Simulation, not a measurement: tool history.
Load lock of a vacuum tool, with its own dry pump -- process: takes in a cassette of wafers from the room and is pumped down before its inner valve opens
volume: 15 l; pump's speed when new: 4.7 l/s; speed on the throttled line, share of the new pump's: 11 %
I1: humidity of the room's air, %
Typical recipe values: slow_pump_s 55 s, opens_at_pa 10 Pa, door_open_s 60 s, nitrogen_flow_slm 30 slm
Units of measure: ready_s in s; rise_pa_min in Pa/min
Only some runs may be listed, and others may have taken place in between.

Run 1, hour 0.0: usual settings; I1 45.3. Result: ready_s 79.2 s, rise_pa_min 0.043 Pa/min.
Run 2, hour 287.3: usual settings; I1 44.2. Result: ready_s 79.4 s, rise_pa_min 0.047 Pa/min.
Run 3, hour 533.6: usual settings; I1 48.0. Result: ready_s 79.5 s, rise_pa_min 0.049 Pa/min.
Run 4, hour 836.9: usual settings; I1 47.5. Result: ready_s 78.7 s, rise_pa_min 0.045 Pa/min.
Run 5, hour 1014.7: usual settings; I1 44.9. Result: ready_s 79.8 s, rise_pa_min 0.047 Pa/min.
Run 6, hour 1330.9: usual settings; I1 46.3. Result: ready_s 78.6 s, rise_pa_min 0.053 Pa/min.
Run 7, hour 1627.0: usual settings but slow_pump_s 59 s; I1 42.7. Result: ready_s 84.0 s, rise_pa_min 0.055 Pa/min.
Run 8, hour 1784.1: usual settings but door_open_s 202 s; I1 44.4. Result: ready_s 80.2 s, rise_pa_min 0.068 Pa/min.
Run 9, hour 1941.3: usual settings but opens_at_pa 20 Pa; I1 45.3. Result: ready_s 77.7 s, rise_pa_min 0.054 Pa/min.
Run 10, hour 2111.9: usual settings but slow_pump_s 107 s; I1 42.9. Result: ready_s 125.2 s, rise_pa_min 0.054 Pa/min.
Run 11, hour 2390.3: usual settings; I1 45.7. Result: ready_s 80.3 s, rise_pa_min 0.053 Pa/min.
Run 12, hour 2647.7: usual settings; I1 48.6. Result: ready_s 81.2 s, rise_pa_min 0.067 Pa/min.
Run 13, hour 2948.0: usual settings but door_open_s 68 s; I1 42.4. Result: ready_s 80.5 s, rise_pa_min 0.060 Pa/min.
Run 14, hour 3121.0: usual settings but door_open_s 68 s; I1 46.5. Result: ready_s 80.6 s, rise_pa_min 0.068 Pa/min.
Run 15, hour 3413.4: usual settings but slow_pump_s 92 s, door_open_s 68 s; I1 45.9. Result: ready_s 112.3 s, rise_pa_min 0.068 Pa/min.
Run 16, hour 3600.1: usual settings but slow_pump_s 89 s, opens_at_pa 19 Pa, door_open_s 102 s, nitrogen_flow_slm 13 slm; I1 49.8. Result: ready_s 108.9 s, rise_pa_min 0.081 Pa/min.
Run 17, hour 3905.0: usual settings but opens_at_pa 19 Pa, door_open_s 53 s, nitrogen_flow_slm 4 slm; I1 44.3. Result: ready_s 77.6 s, rise_pa_min 0.083 Pa/min.
Run 18, hour 4100.8: usual settings but slow_pump_s 91 s, opens_at_pa 15 Pa, door_open_s 57 s; I1 43.2. Result: ready_s 110.3 s, rise_pa_min 0.063 Pa/min.
Run 19, hour 4276.8: usual settings but slow_pump_s 65 s, door_open_s 45 s, nitrogen_flow_slm 6 slm; I1 48.3. Result: ready_s 90.1 s, rise_pa_min 0.085 Pa/min.
Run 20, hour 4588.0: usual settings but slow_pump_s 105 s, opens_at_pa 18 Pa, door_open_s 45 s, nitrogen_flow_slm 6 slm; I1 42.1. Result: ready_s 121.8 s, rise_pa_min 0.082 Pa/min.
Run 21, hour 4820.9: usual settings but slow_pump_s 61 s, opens_at_pa 9 Pa; I1 43.8. Result: ready_s 87.5 s, rise_pa_min 0.077 Pa/min.
Run 22, hour 5038.3: usual settings but opens_at_pa 15 Pa, nitrogen_flow_slm 10 slm; I1 42.3. Result: ready_s 80.5 s, rise_pa_min 0.087 Pa/min.
Run 23, hour 5280.3: usual settings but slow_pump_s 30 s, door_open_s 81 s, nitrogen_flow_slm 7 slm; I1 44.8. Result: ready_s 59.2 s, rise_pa_min 0.097 Pa/min.
Run 24, hour 5486.6: usual settings but slow_pump_s 30 s, door_open_s 81 s, nitrogen_flow_slm 7 slm; I1 46.0. Result: ready_s 59.4 s, rise_pa_min 0.097 Pa/min.
Run 25, hour 5772.8: usual settings but slow_pump_s 30 s, door_open_s 81 s, nitrogen_flow_slm 7 slm; I1 42.2. Result: ready_s 60.0 s, rise_pa_min 0.099 Pa/min.
Run 26, hour 5946.4: usual settings but slow_pump_s 30 s, door_open_s 81 s, nitrogen_flow_slm 7 slm; I1 44.7. Result: ready_s 59.9 s, rise_pa_min 0.102 Pa/min.
Run 27, hour 6212.8: usual settings but slow_pump_s 70 s, door_open_s 83 s, nitrogen_flow_slm 33 slm; I1 42.6. Result: ready_s 95.1 s, rise_pa_min 0.086 Pa/min.
Run 28, hour 6390.7: usual settings but slow_pump_s 43 s, door_open_s 113 s, nitrogen_flow_slm 4 slm; I1 42.0. Result: ready_s 71.8 s, rise_pa_min 0.120 Pa/min.

4 ways to go on from here, each from the tool as it stands after run 28. What would each give?
Run A, hour 6696.4: usual settings but door_open_s 82 s; I1 42.6. Result: ready_s ?, rise_pa_min ?.
Run B, hour 6696.4: usual settings but door_open_s 153 s, nitrogen_flow_slm 21 slm; I1 44.4. Result: ready_s ?, rise_pa_min ?.
Run C, hour 6696.4: usual settings but slow_pump_s 99 s, door_open_s 203 s, nitrogen_flow_slm 4 slm; I1 44.9. Result: ready_s ?, rise_pa_min ?.
Run D, hour 6696.4: usual settings but slow_pump_s 43 s, opens_at_pa 8 Pa, door_open_s 113 s, nitrogen_flow_slm 4 slm; I1 47.9. Result: ready_s ?, rise_pa_min ?.

run  ready_s  rise_pa_min
  A     81.5        0.085
  B     81.8        0.104
  C    119.2        0.153
  D     73.0        0.134
Without the tool's hidden state the same runs would have given:
run  ready_s  rise_pa_min
  A     77.8        0.016
  B     78.0        0.036
  C    116.3        0.083
  D     68.9        0.064

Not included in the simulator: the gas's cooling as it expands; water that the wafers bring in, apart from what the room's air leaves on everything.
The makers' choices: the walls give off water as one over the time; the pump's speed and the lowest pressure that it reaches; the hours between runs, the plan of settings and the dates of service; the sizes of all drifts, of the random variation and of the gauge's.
